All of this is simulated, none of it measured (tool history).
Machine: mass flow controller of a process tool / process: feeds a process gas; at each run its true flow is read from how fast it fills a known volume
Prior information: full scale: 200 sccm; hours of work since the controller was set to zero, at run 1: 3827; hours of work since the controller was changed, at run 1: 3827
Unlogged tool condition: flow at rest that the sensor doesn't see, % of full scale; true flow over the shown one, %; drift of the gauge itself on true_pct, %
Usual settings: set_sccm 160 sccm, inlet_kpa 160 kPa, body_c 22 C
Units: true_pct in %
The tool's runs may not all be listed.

run	hour	set_sccm	inlet_kpa	body_c	hours of work since the controller was set to zero	hours of work since the controller was changed	true_pct
1	0.0	160	160	22	3827	3827	102.52
2	263.4	160	160	22	3912	3912	102.70
# hour 602.9: controller's zero set anew
3	768.4	160	160	22	54	4076	101.37
4	1042.1	160	160	22	142	4164	101.49
5	1432.1	160	230	22	268	4291	101.68
6	1827.0	160	160	20	396	4418	101.68
7	2103.1	90	160	22	486	4508	101.73
8	2573.0	160	205	22	638	4660	101.99
9	3001.6	160	205	22	777	4799	102.11
10	3417.7	39	160	22	911	4933	102.60
11	3676.1	160	160	22	995	5017	102.04
12	4032.7	160	160	22	1110	5133	102.12
13	4294.7	160	160	22	1195	5217	102.12
14	4777.1	160	160	22	1351	5374	102.36
15	5251.3	189	214	24	1505	5527	102.74
16	5656.4	189	214	24	1636	5658	102.90
17	5952.6	160	160	25	1732	5754	102.75
18	6427.9	41	200	24	1886	5908	104.49
19	6811.8	28	161	29	2010	6032	105.89
20	7181.5	142	230	27	2130	6152	103.38
21	7466.5	67	267	23	2222	6244	104.25
22	7994.8	67	267	23	2393	6415	104.36
23	8497.0	67	267	23	2556	6578	104.65
24	8768.2	160	259	33	2644	6666	104.32
25	9077.1	160	259	33	2744	6766	104.49
26	9406.4	160	259	33	2850	6872	104.38
27	9779.4	160	177	26	2971	6993	103.67
28	10025.8	160	177	26	3051	7073	103.78

For some of the steps in true_pct from one run to the next: how much would appear even if the tool had no hidden state, given the settings, what came in and random variation, and how much remains for the hidden state plus any gauge scatter that the measured result and the result without hidden state don't share?
Run 17 -> 18: set_sccm 160 -> 41, inlet_kpa 160 -> 200, body_c 25 -> 24. true_pct +1.74 %: hidden state +1.98, all else -0.24.
Run 19 -> 20: set_sccm 28 -> 142, inlet_kpa 161 -> 230, body_c 29 -> 27. true_pct -2.51 %: hidden state -3.06, all else +0.55.
